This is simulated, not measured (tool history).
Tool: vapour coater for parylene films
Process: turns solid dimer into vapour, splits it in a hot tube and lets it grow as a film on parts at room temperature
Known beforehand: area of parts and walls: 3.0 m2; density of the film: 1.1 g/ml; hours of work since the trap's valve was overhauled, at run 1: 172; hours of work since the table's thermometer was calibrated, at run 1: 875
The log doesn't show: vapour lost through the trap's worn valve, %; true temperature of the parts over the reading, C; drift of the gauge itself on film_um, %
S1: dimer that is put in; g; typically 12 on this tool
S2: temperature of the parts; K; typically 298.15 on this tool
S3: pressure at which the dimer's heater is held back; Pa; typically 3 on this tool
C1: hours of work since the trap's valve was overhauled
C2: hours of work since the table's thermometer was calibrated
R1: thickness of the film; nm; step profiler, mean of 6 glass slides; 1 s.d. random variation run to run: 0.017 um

run    hour  S1      S2    S3   C1    C2    R1
  1       0  12  298.15     3  172   875  2340
  2    42.9  12  298.15     3  195   899  2310
      114.4  -- trap's valve overhauled
  3   115.6  12  298.15  3.96    1   937  2430
  4   166.8  12  298.15  3.65   29   965  2400
  5   212.7  12  298.15  3.65   54   990  2390
  6   262.2  12  298.15  3.65   81  1017  2380
  7   318.7  21  298.15     3  112  1048  4200
  8   383.5  21  298.15     3  148  1084  4180
  9   437.5  21  298.15     3  178  1114  4120
 10   495.6  21  298.15     3  209  1146  4050
      543.4  -- trap's valve overhauled
 11   556.2  21  298.15     3    7  1177  4340
 12   603.9  21  298.15     3   33  1203  4310
 13   661.8  12  298.15     3   65  1235  2450
 14   728.7  12  298.15     3  102  1271  2400
 15   794.5  21  298.15     3  138  1307  4170
 16   844.4  12  298.15     3  165  1335  2360
 17   908.8  19  307.15  4.25  201  1370  2980
 18   948.3  12  293.15  2.12  222  1392  2600
      972.3  -- trap's valve overhauled
 19   995.4  12  295.15  2.12   13  1416  2710
 20  1063.7   8  298.15     3   50  1453  1640
 21  1126.9   6  298.15  2.28   85  1488  1270
 22  1161.7   6  298.15  2.28  104  1507  1260
 23  1203.9   9  296.15  9.91  127  1530  1710
 24  1246.3  13  291.15     3  150  1553  2960
 25  1302.6  13  291.15     3  181  1584  2930
 26  1354.5  12  298.15  2.28  210  1613  2410
     1400.4  -- trap's valve overhauled
 27  1401.6   8  292.15  6.02    1  1637  1760
 28  1464.1  12  292.15   8.1   35  1671  2510
 29  1496.6  12  296.15  3.39   53  1689  2490
 30    1547  12  296.15  3.39   81  1716  2500
 31  1606.6  10  310.15  3.39  113  1749  1570
 32  1645.6  10  299.15  2.06  135  1771  2030

Hidden state at the last listed run before each entry between runs and at the first one after, where it differs:
Runs 2 to 3: trap's valve overhauled (hour 114.4)
  vapour lost through the trap's worn valve, %: 7.2 -> 0.2; true temperature of the parts over the reading, C: -0.35 -> -0.37
  measured less the result without the state, R1: -160 -> +10 nm
Runs 10 to 11: trap's valve overhauled (hour 543.4)
  vapour lost through the trap's worn valve, %: 6.9 -> 0.8; true temperature of the parts over the reading, C: -0.48 -> -0.49
  measured less the result without the state, R1: -260 -> +10 nm
Runs 18 to 19: trap's valve overhauled (hour 972.3)
  vapour lost through the trap's worn valve, %: 7.4 -> 0.4; true temperature of the parts over the reading, C: -0.6 -> -0.62
  measured less the result without the state, R1: -170 -> +20 nm
Runs 26 to 27: trap's valve overhauled (hour 1400.4)
  vapour lost through the trap's worn valve, %: 6.5 -> 0.9; true temperature of the parts over the reading, C: -0.71 -> -0.72
  measured less the result without the state, R1: -130 -> +10 nm
